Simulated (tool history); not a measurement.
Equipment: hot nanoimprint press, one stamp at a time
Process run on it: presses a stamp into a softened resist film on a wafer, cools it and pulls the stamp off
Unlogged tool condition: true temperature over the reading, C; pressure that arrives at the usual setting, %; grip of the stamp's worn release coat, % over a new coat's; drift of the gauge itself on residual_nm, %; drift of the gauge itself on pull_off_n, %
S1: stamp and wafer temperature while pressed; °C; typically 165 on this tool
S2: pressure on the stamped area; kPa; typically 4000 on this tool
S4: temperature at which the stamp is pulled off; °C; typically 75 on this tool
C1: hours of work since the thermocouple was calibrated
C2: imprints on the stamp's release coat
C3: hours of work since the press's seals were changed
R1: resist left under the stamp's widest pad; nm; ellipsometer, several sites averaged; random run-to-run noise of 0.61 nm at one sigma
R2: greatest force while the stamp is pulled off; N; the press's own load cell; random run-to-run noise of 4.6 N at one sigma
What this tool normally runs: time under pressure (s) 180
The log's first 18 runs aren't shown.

run 19 day=29.321 | S1=168 S2=6150 time_under_pressure_(s)=180 S4=75 | C1=140 C2=800 C3=1095 | R1=56.6 R2=262
run 20 day=30.862 | S1=168 S2=2800 time_under_pressure_(s)=301 S4=60 | C1=156 C2=884 C3=1111 | R1=64.4 R2=369
run 21 day=33.033 | S1=168 S2=2800 time_under_pressure_(s)=301 S4=60 | C1=179 C2=1002 C3=1133 | R1=64.0 R2=359
run 22 day=34.362 | S1=170 S2=2800 time_under_pressure_(s)=301 S4=60 | C1=192 C2=1075 C3=1147 | R1=59.7 R2=365
run 23 day=35.721 | S1=170 S2=2800 time_under_pressure_(s)=301 S4=60 | C1=206 C2=1149 C3=1161 | R1=59.1 R2=374
run 24 day=37.792 | S1=170 S2=2800 time_under_pressure_(s)=301 S4=60 | C1=228 C2=1262 C3=1183 | R1=59.5 R2=379
run 25 day=39.062 | S1=170 S2=3290 time_under_pressure_(s)=171 S4=60 | C1=241 C2=1331 C3=1196 | R1=71.4 R2=387
run 26 day=40.988 | S1=168 S2=4220 time_under_pressure_(s)=180 S4=75 | C1=261 C2=1436 C3=1216 | R1=67.0 R2=287
run 27 day=42.317 | S1=168 S2=4220 time_under_pressure_(s)=180 S4=61 | C1=275 C2=1509 C3=1230 | R1=67.6 R2=398
run 28 day=44.358 | S1=165 S2=4510 time_under_pressure_(s)=180 S4=76 | C1=296 C2=1621 C3=1251 | R1=75.3 R2=305
run 29 day=45.433 | S1=169 S2=5330 time_under_pressure_(s)=96 S4=74 | C1=307 C2=1679 C3=1262 | R1=78.6 R2=303
run 30 day=47.354 | S1=169 S2=5990 time_under_pressure_(s)=125 S4=74 | C1=327 C2=1784 C3=1282 | R1=67.0 R2=318
run 31 day=48.996 | S1=169 S2=5990 time_under_pressure_(s)=125 S4=74 | C1=344 C2=1874 C3=1299 | R1=67.7 R2=316

What if the next run were any one of these 3? Each begins from the tool's condition after run 31:
run A day=50.229 | S1=165 S2=3210 time_under_pressure_(s)=348 S4=75 | C1=357 C2=1941 C3=1312 | R1=? R2=?
run B day=50.229 | S1=157 S2=6370 time_under_pressure_(s)=180 S4=66 | C1=357 C2=1941 C3=1312 | R1=? R2=?
run C day=50.229 | S1=169 S2=5240 time_under_pressure_(s)=125 S4=74 | C1=357 C2=1941 C3=1312 | R1=? R2=?

run=A R1=64.6 R2=310
run=B R1=91.0 R2=387
run=C R1=70.4 R2=327
Without the tool's unlogged condition, the same runs would have read:
run=A R1=58.7 R2=219
run=B R1=79.3 R2=275
run=C R1=62.4 R2=231
